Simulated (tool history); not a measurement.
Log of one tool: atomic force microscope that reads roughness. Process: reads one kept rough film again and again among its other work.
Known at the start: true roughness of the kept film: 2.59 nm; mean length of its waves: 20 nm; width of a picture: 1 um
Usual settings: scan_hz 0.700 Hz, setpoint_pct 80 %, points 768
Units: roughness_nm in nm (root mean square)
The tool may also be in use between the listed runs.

run 1 day=0.000 | scan_hz=0.700 setpoint_pct=80 points=768 | roughness_nm=2.037
run 2 day=0.425 | scan_hz=0.700 setpoint_pct=59 points=768 | roughness_nm=2.123
run 3 day=0.717 | scan_hz=0.700 setpoint_pct=59 points=768 | roughness_nm=2.088
run 4 day=1.138 | scan_hz=3.577 setpoint_pct=80 points=768 | roughness_nm=1.602
run 5 day=1.396 | scan_hz=3.577 setpoint_pct=80 points=768 | roughness_nm=1.600
run 6 day=1.608 | scan_hz=0.700 setpoint_pct=78 points=768 | roughness_nm=1.967
run 7 day=1.954 | scan_hz=3.717 setpoint_pct=80 points=768 | roughness_nm=1.563
run 8 day=2.400 | scan_hz=3.717 setpoint_pct=80 points=768 | roughness_nm=1.526
run 9 day=2.767 | scan_hz=0.700 setpoint_pct=80 points=374 | roughness_nm=1.881

The next listed run, before its measurement:
run 10 day=3.225 | scan_hz=0.700 setpoint_pct=80 points=374 | roughness_nm=?

roughness_nm: 1.868 nm (root mean square)
Without the tool's hidden state the same run would have given roughness_nm 2.034 nm (root mean square).
